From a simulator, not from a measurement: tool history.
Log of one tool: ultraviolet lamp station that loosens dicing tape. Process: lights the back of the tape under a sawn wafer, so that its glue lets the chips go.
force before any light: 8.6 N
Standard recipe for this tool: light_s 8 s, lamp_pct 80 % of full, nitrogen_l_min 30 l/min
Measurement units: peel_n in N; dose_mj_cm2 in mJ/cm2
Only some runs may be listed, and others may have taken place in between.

run,hour,light_s,lamp_pct,nitrogen_l_min,peel_n,dose_mj_cm2
1,0,8,80,30,0.628,510
2,10,8,80,30,0.617,510
3,22.6,8,98,30,0.39,620
4,31,8,98,30,0.402,624
5,39.7,14,80,30,0.179,886
6,49.1,14,80,30,0.173,873
7,63.8,14,80,30,0.176,875
8,78.1,14,80,30,0.175,867
9,86,8,80,30,0.673,494
10,94.5,8,80,27,0.726,494
11,104.2,11,80,30,0.323,679
12,121.6,11,80,30,0.314,664
13,132.7,11,70,30,0.448,582
14,145.6,11,70,30,0.467,581
15,155.4,11,70,30,0.449,575
16,168.4,11,70,30,0.465,578
17,178.8,8,80,30,0.741,479
18,191.6,8,80,30,0.719,473
19,200.1,8,80,30,0.741,476
20,215.1,15,77,56,0.131,854
21,226.8,15,77,56,0.121,851
22,235.8,15,77,56,0.129,840
23,251.2,15,77,56,0.143,836
24,260.7,12,80,19,0.49,698
25,275.1,8,82,49,0.482,480
26,289.3,8,82,49,0.512,473
27,302.4,8,82,49,0.494,467
28,312.7,4,70,19,3.487,196
29,324.4,4,95,9,3.497,271
30,340.5,4,95,11,3.399,264
31,353.7,4,95,11,3.465,265
32,370,8,80,57,0.506,449
33,381.4,6,89,30,1.226,370
34,397.9,8,80,49,0.561,439
35,412.7,15,77,30,0.213,784

Pick out some run-to-run changes in peel_n. Of each, how much would a tool without hidden state show as well, from the settings, what came in and chance, and how much is left for the hidden state and any gauge scatter not in both results compared?
Hidden conditions of the tool in this case: lamp's light, % of a new lamp's; light that the window lets through, % of a clean one's; drift of the gauge itself on peel_n, %; drift of the gauge itself on dose_mj_cm2, %.
Run 27 -> 28: light_s 8 -> 4, lamp_pct 82 -> 70, nitrogen_l_min 49 -> 19. peel_n +2.993 N: hidden state +0.472, all else +2.521.
Run 31 -> 32: light_s 4 -> 8, lamp_pct 95 -> 80, nitrogen_l_min 11 -> 57. peel_n -2.959 N: hidden state -0.524, all else -2.435.
Run 32 -> 33: light_s 8 -> 6, lamp_pct 80 -> 89, nitrogen_l_min 57 -> 30. peel_n +0.72 N: hidden state +0.262, all else +0.458.
